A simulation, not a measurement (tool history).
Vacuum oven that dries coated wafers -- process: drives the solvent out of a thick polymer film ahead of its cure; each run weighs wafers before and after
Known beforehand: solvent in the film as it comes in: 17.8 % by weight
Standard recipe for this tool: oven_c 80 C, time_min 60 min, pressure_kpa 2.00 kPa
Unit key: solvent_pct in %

run 1 hour=0.0 | oven_c=80 time_min=60 pressure_kpa=2.00 | solvent_pct=2.47
run 2 hour=94.3 | oven_c=80 time_min=60 pressure_kpa=2.00 | solvent_pct=2.52
run 3 hour=181.5 | oven_c=80 time_min=98 pressure_kpa=2.00 | solvent_pct=1.44
run 4 hour=256.8 | oven_c=80 time_min=98 pressure_kpa=2.00 | solvent_pct=1.51
run 5 hour=304.2 | oven_c=80 time_min=60 pressure_kpa=2.36 | solvent_pct=2.71
run 6 hour=373.2 | oven_c=67 time_min=60 pressure_kpa=2.00 | solvent_pct=6.70
run 7 hour=437.1 | oven_c=80 time_min=60 pressure_kpa=2.00 | solvent_pct=2.70
run 8 hour=503.7 | oven_c=80 time_min=60 pressure_kpa=2.00 | solvent_pct=2.63
run 9 hour=573.8 | oven_c=73 time_min=60 pressure_kpa=2.00 | solvent_pct=4.77
run 10 hour=651.2 | oven_c=80 time_min=60 pressure_kpa=2.00 | solvent_pct=2.73
run 11 hour=746.5 | oven_c=80 time_min=60 pressure_kpa=2.00 | solvent_pct=2.80
run 12 hour=834.2 | oven_c=80 time_min=60 pressure_kpa=2.00 | solvent_pct=2.85
run 13 hour=904.7 | oven_c=81 time_min=39 pressure_kpa=3.08 | solvent_pct=4.71
run 14 hour=977.3 | oven_c=92 time_min=89 pressure_kpa=5.25 | solvent_pct=1.93
run 15 hour=1032.7 | oven_c=72 time_min=103 pressure_kpa=4.35 | solvent_pct=4.73
run 16 hour=1112.0 | oven_c=80 time_min=60 pressure_kpa=2.17 | solvent_pct=3.03
run 17 hour=1203.9 | oven_c=80 time_min=60 pressure_kpa=2.17 | solvent_pct=3.03
run 18 hour=1290.0 | oven_c=80 time_min=60 pressure_kpa=2.17 | solvent_pct=3.19
run 19 hour=1343.2 | oven_c=80 time_min=79 pressure_kpa=7.55 | solvent_pct=5.17
-- hour=1384.7 vacuum gauge cleaned of residue and calibrated
-- hour=1402.8 oven's thermocouples calibrated
run 20 hour=1427.2 | oven_c=80 time_min=79 pressure_kpa=7.55 | solvent_pct=4.03
run 21 hour=1487.0 | oven_c=72 time_min=44 pressure_kpa=2.04 | solvent_pct=5.78
run 22 hour=1556.8 | oven_c=72 time_min=44 pressure_kpa=2.04 | solvent_pct=5.71
run 23 hour=1645.4 | oven_c=80 time_min=76 pressure_kpa=1.58 | solvent_pct=1.44

4 options for the next run, each taken on its own from the tool as it stands now. Forecast them:
run A hour=1725.9 | oven_c=80 time_min=37 pressure_kpa=2.00 | solvent_pct=?
run B hour=1725.9 | oven_c=73 time_min=37 pressure_kpa=1.57 | solvent_pct=?
run C hour=1725.9 | oven_c=77 time_min=60 pressure_kpa=5.65 | solvent_pct=?
run D hour=1725.9 | oven_c=80 time_min=69 pressure_kpa=2.20 | solvent_pct=?

run=A solvent_pct=4.10
run=B solvent_pct=6.00
run=C solvent_pct=4.75
run=D solvent_pct=1.87
Take away the tool's hidden state, keep each run's random variation, and the runs would have read:
run=A solvent_pct=3.79
run=B solvent_pct=5.66
run=C solvent_pct=4.43
run=D solvent_pct=1.68

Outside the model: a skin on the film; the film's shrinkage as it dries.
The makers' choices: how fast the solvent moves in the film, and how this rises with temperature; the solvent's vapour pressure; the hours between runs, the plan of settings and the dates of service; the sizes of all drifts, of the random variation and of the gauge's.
